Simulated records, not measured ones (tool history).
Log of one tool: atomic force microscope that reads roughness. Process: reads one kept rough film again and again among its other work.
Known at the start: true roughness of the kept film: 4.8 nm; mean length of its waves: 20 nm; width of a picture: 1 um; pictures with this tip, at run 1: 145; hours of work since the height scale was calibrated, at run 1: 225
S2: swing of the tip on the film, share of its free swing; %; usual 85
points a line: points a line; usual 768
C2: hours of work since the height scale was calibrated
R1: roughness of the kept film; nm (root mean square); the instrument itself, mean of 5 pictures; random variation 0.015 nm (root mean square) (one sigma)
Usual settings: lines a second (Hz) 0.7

Run 1, hour 0: usual settings; pictures with this tip 145; C2 225. Result: R1 2.778 nm (root mean square).
Run 2, hour 8.2: usual settings; pictures with this tip 160; C2 231. Result: R1 2.699 nm (root mean square).
Run 3, hour 12.8: usual settings but S2 68 %; pictures with this tip 169; C2 234. Result: R1 2.809 nm (root mean square).
Run 4, hour 20.9: usual settings but S2 68 %; pictures with this tip 184; C2 240. Result: R1 2.758 nm (root mean square).
Run 5, hour 26.9: usual settings but S2 68 %; pictures with this tip 195; C2 244. Result: R1 2.686 nm (root mean square).
Run 6, hour 30.8: usual settings but S2 68 %; pictures with this tip 202; C2 247. Result: R1 2.691 nm (root mean square).
Run 7, hour 38.9: usual settings but S2 68 %; pictures with this tip 217; C2 253. Result: R1 2.629 nm (root mean square).
Run 8, hour 44.4: usual settings but S2 68 %; pictures with this tip 227; C2 257. Result: R1 2.609 nm (root mean square).
At hour 50.3: new tip fitted.
Run 9, hour 52: usual settings but S2 68 %; pictures with this tip 3; C2 262. Result: R1 3.695 nm (root mean square).
Run 10, hour 60.5: usual settings but lines a second (Hz) 1.861; pictures with this tip 18; C2 268. Result: R1 2.974 nm (root mean square).
Run 11, hour 67.3: usual settings but lines a second (Hz) 1.861; pictures with this tip 31; C2 272. Result: R1 2.889 nm (root mean square).
Run 12, hour 74.7: usual settings but lines a second (Hz) 1.525, S2 86 %, points a line 526; pictures with this tip 44; C2 278. Result: R1 2.881 nm (root mean square).
Run 13, hour 78.7: usual settings but lines a second (Hz) 1.622, S2 75 %, points a line 313; pictures with this tip 52; C2 281. Result: R1 3.006 nm (root mean square).
Run 14, hour 84.7: usual settings but lines a second (Hz) 1.622, S2 75 %, points a line 313; pictures with this tip 63; C2 285. Result: R1 2.96 nm (root mean square).
Run 15, hour 89: usual settings but lines a second (Hz) 0.939; pictures with this tip 71; C2 288. Result: R1 3.004 nm (root mean square).
Run 16, hour 97.2: usual settings but lines a second (Hz) 1.384, S2 66 %; pictures with this tip 86; C2 294. Result: R1 3.065 nm (root mean square).
Run 17, hour 106.2: usual settings but S2 79 %, points a line 478; pictures with this tip 102; C2 300. Result: R1 2.916 nm (root mean square).
Run 18, hour 113.8: usual settings but S2 79 %, points a line 478; pictures with this tip 116; C2 305. Result: R1 2.871 nm (root mean square).
Run 19, hour 121.5: usual settings but lines a second (Hz) 0.546, S2 61 %, points a line 340; pictures with this tip 130; C2 311. Result: R1 2.883 nm (root mean square).
Run 20, hour 125.3: usual settings but lines a second (Hz) 0.95, S2 68 %, points a line 647; pictures with this tip 137; C2 313. Result: R1 2.844 nm (root mean square).
Run 21, hour 132: usual settings but lines a second (Hz) 1.673, S2 60 %, points a line 647; pictures with this tip 150; C2 318. Result: R1 2.747 nm (root mean square).
Run 22, hour 140.5: usual settings but lines a second (Hz) 1.673, S2 60 %, points a line 647; pictures with this tip 165; C2 324. Result: R1 2.708 nm (root mean square).

Forecast each of these 4 alternatives for the next run:
Run A, hour 148.1: usual settings but lines a second (Hz) 0.626, S2 75 %; pictures with this tip 179; C2 329. Result: R1 ?.
Run B, hour 148.1: usual settings but S2 87 %; pictures with this tip 179; C2 329. Result: R1 ?.
Run C, hour 148.1: usual settings but lines a second (Hz) 0.643, S2 63 %, points a line 429; pictures with this tip 179; C2 329. Result: R1 ?.
Run D, hour 148.1: usual settings but lines a second (Hz) 1.673, S2 72 %, points a line 730; pictures with this tip 179; C2 329. Result: R1 ?.

run     R1
  A  2.666
  B  2.537
  C  2.684
  D  2.517
Without the tool's hidden state the same runs would have given:
run     R1
  A  3.688
  B  3.514
  C  3.715
  D  3.486

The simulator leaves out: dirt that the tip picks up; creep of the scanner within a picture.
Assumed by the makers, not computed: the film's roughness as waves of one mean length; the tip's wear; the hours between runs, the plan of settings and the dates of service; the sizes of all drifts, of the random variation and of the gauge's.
